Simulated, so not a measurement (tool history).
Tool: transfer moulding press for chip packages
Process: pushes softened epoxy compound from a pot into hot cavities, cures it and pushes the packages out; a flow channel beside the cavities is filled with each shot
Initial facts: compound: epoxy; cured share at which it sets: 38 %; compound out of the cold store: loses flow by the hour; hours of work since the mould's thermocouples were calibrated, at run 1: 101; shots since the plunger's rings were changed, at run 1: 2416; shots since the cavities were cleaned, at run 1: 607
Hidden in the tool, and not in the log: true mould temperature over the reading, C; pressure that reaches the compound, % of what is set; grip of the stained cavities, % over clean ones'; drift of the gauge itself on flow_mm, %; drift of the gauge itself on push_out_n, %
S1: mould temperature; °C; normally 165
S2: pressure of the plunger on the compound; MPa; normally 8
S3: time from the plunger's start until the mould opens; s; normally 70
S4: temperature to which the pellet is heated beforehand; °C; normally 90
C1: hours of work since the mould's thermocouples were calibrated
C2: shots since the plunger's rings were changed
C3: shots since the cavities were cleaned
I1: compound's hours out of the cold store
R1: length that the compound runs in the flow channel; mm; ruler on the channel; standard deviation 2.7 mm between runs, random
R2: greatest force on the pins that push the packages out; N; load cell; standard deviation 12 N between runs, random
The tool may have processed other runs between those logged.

run	hour	S1	S2	S3	S4	C1	C2	C3	I1	R1	R2
1	0	165	8	70	90	101	2416	607	29.7	894	1231
2	5.1	165	8	105	90	104	2486	677	20.1	930	959
3	9.6	165	8	105	90	107	2547	738	21.2	929	993
4	15.1	165	8	70	90	110	2622	813	17.1	942	1241
5	20	165	8	70	99	113	2689	880	45.9	826	1175
6	25.5	165	8	70	90	116	2764	955	25.7	906	1333
7	34.7	165	8	70	90	122	2888	1079	22.3	915	1395
8	40.1	165	8	70	90	125	2963	1154	24.9	902	1363
# hour 42.5: cavities cleaned with cleaning compound and waxed
9	49.8	165	8	70	90	130	3075	100	16.4	946	1601
10	57.8	165	8	70	90	134	3183	208	35.8	860	1456
11	64.3	165	8	70	90	138	3272	297	22.1	915	1496
12	69.9	170	8	70	90	141	3348	373	15	936	1263
13	74.5	170	8	70	90	144	3411	436	13.3	941	1217
14	83.6	170	8	70	90	149	3535	560	36.8	844	1209
# hour 88.6: cavities cleaned with cleaning compound and waxed, once more
15	94.3	164	8	71	96	155	3659	77	13	955	751
16	103.6	169	8	70	90	160	3786	204	19.3	911	794
17	110.8	169	8	70	90	164	3885	303	44.1	810	855
18	116.4	165	8	90	82	167	3961	379	47.7	807	872
# hour 124.4: plunger's sealing rings changed
19	125.7	165	7.36	61	81	171	18	472	22.3	906	1732
20	134.3	165	7.36	61	81	176	135	589	37.9	844	1763
21	141.9	165	7.36	61	81	181	239	693	10.9	959	2000
22	147.5	163	7.36	98	93	184	314	768	41.8	831	973
23	154.1	164	6.86	98	93	188	405	859	28	854	1012
24	159	165	9.08	68	96	191	471	925	18.4	1026	1413
25	164.2	161	6.5	51	90	194	543	997	34.5	808	3634
26	173.1	166	6.5	78	90	199	663	1117	8.1	905	1144
# hour 178.1: cavities cleaned with cleaning compound and waxed
27	180.2	165	9.03	70	90	202	740	29	37	933	620
28	189.8	162	7.59	66	95	208	871	160	14.4	956	1206

Hidden state or all else? Some run-to-run changes of R1, split into what the settings, what came in and random variation would give without the hidden state, and what is left for the hidden state (with any gauge scatter that isn't in both results):
Run 14 -> 15: S1 170 -> 164, S3 70 -> 71, S4 90 -> 96, cavities cleaned with cleaning compound and waxed, once more. R1 +111 mm: hidden state -5, all else +116.
Run 18 -> 19: S2 8 -> 7.36, S3 90 -> 61, S4 82 -> 81, plunger's sealing rings changed. R1 +99 mm: hidden state +36, all else +63.
Run 23 -> 24: S1 164 -> 165, S2 6.86 -> 9.08, S3 98 -> 68, S4 93 -> 96. R1 +172 mm: hidden state -1, all else +173.
Run 24 -> 25: S1 165 -> 161, S2 9.08 -> 6.5, S3 68 -> 51, S4 96 -> 90. R1 -218 mm: hidden state +1, all else -219.

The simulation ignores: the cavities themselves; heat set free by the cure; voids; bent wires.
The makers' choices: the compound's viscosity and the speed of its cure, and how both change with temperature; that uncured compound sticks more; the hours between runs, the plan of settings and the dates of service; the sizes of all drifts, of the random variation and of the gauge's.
